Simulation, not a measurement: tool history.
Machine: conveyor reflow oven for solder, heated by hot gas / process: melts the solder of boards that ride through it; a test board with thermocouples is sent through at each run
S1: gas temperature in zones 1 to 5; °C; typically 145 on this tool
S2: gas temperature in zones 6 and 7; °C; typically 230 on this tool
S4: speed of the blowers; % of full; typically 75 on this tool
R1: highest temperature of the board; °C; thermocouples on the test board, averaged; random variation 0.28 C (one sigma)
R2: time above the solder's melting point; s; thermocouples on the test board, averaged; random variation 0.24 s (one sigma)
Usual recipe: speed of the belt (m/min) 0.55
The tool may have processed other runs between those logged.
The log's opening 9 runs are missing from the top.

Run 10, day 5.975: usual settings but S1 149 °C. Result: R1 215.3 °C, R2 60.2 s.
Run 11, day 6.742: usual settings but S4 56 % of full. Result: R1 210.4 °C, R2 53.2 s.
Run 12, day 7.142: usual settings but S2 242 °C. Result: R1 225.5 °C, R2 65.7 s.
Run 13, day 8.042: usual settings. Result: R1 214.5 °C, R2 57.9 s.
Run 14, day 8.638: usual settings. Result: R1 214.9 °C, R2 58.4 s.
At day 8.883: flux residue cleaned out of gas plates and filters.
Run 15, day 9.608: usual settings. Result: R1 213.2 °C, R2 56.9 s.
Run 16, day 10.142: usual settings. Result: R1 213 °C, R2 57 s.
Run 17, day 10.567: usual settings but S1 131 °C, S4 85 % of full. Result: R1 212.7 °C, R2 51.4 s.

Forecast run 18:
Run 18, day 11.371: usual settings but S1 131 °C, S4 85 % of full. Result: R1 ?, R2 ?.

Run 18 came out at R1 212.2 °C, R2 51.1 s.
The same run, on a tool lacking any hidden state, would have yielded R1 216.1 °C, R2 54.7 s.

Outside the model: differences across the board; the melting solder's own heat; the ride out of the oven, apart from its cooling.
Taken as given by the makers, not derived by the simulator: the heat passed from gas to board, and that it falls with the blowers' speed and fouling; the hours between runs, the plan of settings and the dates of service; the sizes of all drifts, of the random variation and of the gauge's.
